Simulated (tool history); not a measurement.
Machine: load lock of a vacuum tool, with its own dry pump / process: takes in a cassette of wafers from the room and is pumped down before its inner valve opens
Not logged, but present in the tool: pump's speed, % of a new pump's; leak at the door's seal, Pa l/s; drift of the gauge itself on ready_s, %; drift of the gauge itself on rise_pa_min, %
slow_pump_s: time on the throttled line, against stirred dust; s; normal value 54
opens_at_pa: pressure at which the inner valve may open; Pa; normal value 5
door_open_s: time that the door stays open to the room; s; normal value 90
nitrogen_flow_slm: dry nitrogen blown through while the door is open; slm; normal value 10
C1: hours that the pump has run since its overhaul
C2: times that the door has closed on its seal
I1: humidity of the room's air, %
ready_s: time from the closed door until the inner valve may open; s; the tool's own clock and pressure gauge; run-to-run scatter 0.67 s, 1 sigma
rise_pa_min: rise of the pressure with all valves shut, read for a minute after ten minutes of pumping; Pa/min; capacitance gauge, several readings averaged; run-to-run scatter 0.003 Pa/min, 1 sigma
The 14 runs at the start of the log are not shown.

run 15 hour=1537.8 | slow_pump_s=54 opens_at_pa=5 door_open_s=62 nitrogen_flow_slm=10 | C1=6030 C2=22271 | I1=48 | ready_s=105.1 rise_pa_min=0.392
run 16 hour=1677.9 | slow_pump_s=54 opens_at_pa=5 door_open_s=90 nitrogen_flow_slm=10 | C1=6170 C2=22788 | I1=42.4 | ready_s=106.5 rise_pa_min=0.412
run 17 hour=1749.1 | slow_pump_s=46 opens_at_pa=5 door_open_s=90 nitrogen_flow_slm=10 | C1=6242 C2=23051 | I1=40.1 | ready_s=99.7 rise_pa_min=0.416
run 18 hour=1879.2 | slow_pump_s=46 opens_at_pa=5 door_open_s=90 nitrogen_flow_slm=10 | C1=6372 C2=23532 | I1=43.7 | ready_s=99.7 rise_pa_min=0.431
run 19 hour=1958.7 | slow_pump_s=46 opens_at_pa=5 door_open_s=90 nitrogen_flow_slm=10 | C1=6451 C2=23825 | I1=42.1 | ready_s=100.4 rise_pa_min=0.448
run 20 hour=2028.2 | slow_pump_s=46 opens_at_pa=5 door_open_s=90 nitrogen_flow_slm=10 | C1=6521 C2=24082 | I1=43 | ready_s=100.8 rise_pa_min=0.444
run 21 hour=2147.1 | slow_pump_s=46 opens_at_pa=5 door_open_s=90 nitrogen_flow_slm=10 | C1=6640 C2=24521 | I1=46.2 | ready_s=101.2 rise_pa_min=0.457
run 22 hour=2221.5 | slow_pump_s=54 opens_at_pa=5 door_open_s=39 nitrogen_flow_slm=5 | C1=6714 C2=24796 | I1=45.3 | ready_s=106.2 rise_pa_min=0.471
run 23 hour=2300.2 | slow_pump_s=68 opens_at_pa=8 door_open_s=102 nitrogen_flow_slm=16 | C1=6793 C2=25087 | I1=44.4 | ready_s=112.2 rise_pa_min=0.471
run 24 hour=2364.5 | slow_pump_s=78 opens_at_pa=8 door_open_s=84 nitrogen_flow_slm=9 | C1=6857 C2=25324 | I1=42.6 | ready_s=119.4 rise_pa_min=0.489
run 25 hour=2445.2 | slow_pump_s=78 opens_at_pa=8 door_open_s=84 nitrogen_flow_slm=7 | C1=6938 C2=25622 | I1=45.3 | ready_s=119.6 rise_pa_min=0.494
run 26 hour=2516.3 | slow_pump_s=54 opens_at_pa=7 door_open_s=65 nitrogen_flow_slm=10 | C1=7009 C2=25885 | I1=46.7 | ready_s=102.8 rise_pa_min=0.496
run 27 hour=2578.4 | slow_pump_s=46 opens_at_pa=5 door_open_s=87 nitrogen_flow_slm=6 | C1=7071 C2=26114 | I1=45 | ready_s=101.1 rise_pa_min=0.512
run 28 hour=2721.7 | slow_pump_s=54 opens_at_pa=6 door_open_s=90 nitrogen_flow_slm=17 | C1=7214 C2=26643 | I1=44.5 | ready_s=105.4 rise_pa_min=0.529
run 29 hour=2825 | slow_pump_s=54 opens_at_pa=6 door_open_s=90 nitrogen_flow_slm=17 | C1=7318 C2=27025 | I1=43.2 | ready_s=105 rise_pa_min=0.537
run 30 hour=2891.5 | slow_pump_s=54 opens_at_pa=6 door_open_s=53 nitrogen_flow_slm=5 | C1=7384 C2=27270 | I1=41.4 | ready_s=106.2 rise_pa_min=0.547
run 31 hour=3016 | slow_pump_s=54 opens_at_pa=5 door_open_s=28 nitrogen_flow_slm=6 | C1=7509 C2=27730 | I1=47.5 | ready_s=106.1 rise_pa_min=0.555
-- hour=3054 door's seal changed, seat wiped
run 32 hour=3079.4 | slow_pump_s=102 opens_at_pa=6 door_open_s=33 nitrogen_flow_slm=15 | C1=7570 C2=94 | I1=44.9 | ready_s=138 rise_pa_min=0.023
run 33 hour=3137.9 | slow_pump_s=27 opens_at_pa=5 door_open_s=90 nitrogen_flow_slm=18 | C1=7629 C2=310 | I1=43.2 | ready_s=88.1 rise_pa_min=0.034
run 34 hour=3223.7 | slow_pump_s=27 opens_at_pa=5 door_open_s=90 nitrogen_flow_slm=18 | C1=7715 C2=627 | I1=45 | ready_s=87.7 rise_pa_min=0.037
run 35 hour=3287.2 | slow_pump_s=54 opens_at_pa=5 door_open_s=225 nitrogen_flow_slm=10 | C1=7778 C2=861 | I1=42.8 | ready_s=105.9 rise_pa_min=0.063
run 36 hour=3362.2 | slow_pump_s=54 opens_at_pa=5 door_open_s=225 nitrogen_flow_slm=10 | C1=7853 C2=1138 | I1=45.6 | ready_s=108 rise_pa_min=0.063

Alternative continuations, all from the tool just after run 36; predict every row:
run A hour=3468.9 | slow_pump_s=54 opens_at_pa=5 door_open_s=225 nitrogen_flow_slm=9 | C1=7960 C2=1532 | I1=46.3 | ready_s=? rise_pa_min=?
run B hour=3468.9 | slow_pump_s=54 opens_at_pa=5 door_open_s=90 nitrogen_flow_slm=10 | C1=7960 C2=1532 | I1=43.9 | ready_s=? rise_pa_min=?
run C hour=3468.9 | slow_pump_s=83 opens_at_pa=5 door_open_s=225 nitrogen_flow_slm=10 | C1=7960 C2=1532 | I1=42.9 | ready_s=? rise_pa_min=?

run=A ready_s=106.9 rise_pa_min=0.067
run=B ready_s=107.1 rise_pa_min=0.044
run=C ready_s=126.9 rise_pa_min=0.063
Take away the tool's hidden state, keep each run's random variation, and the runs would have read:
run=A ready_s=98.6 rise_pa_min=0.057
run=B ready_s=98.9 rise_pa_min=0.034
run=C ready_s=120.1 rise_pa_min=0.053

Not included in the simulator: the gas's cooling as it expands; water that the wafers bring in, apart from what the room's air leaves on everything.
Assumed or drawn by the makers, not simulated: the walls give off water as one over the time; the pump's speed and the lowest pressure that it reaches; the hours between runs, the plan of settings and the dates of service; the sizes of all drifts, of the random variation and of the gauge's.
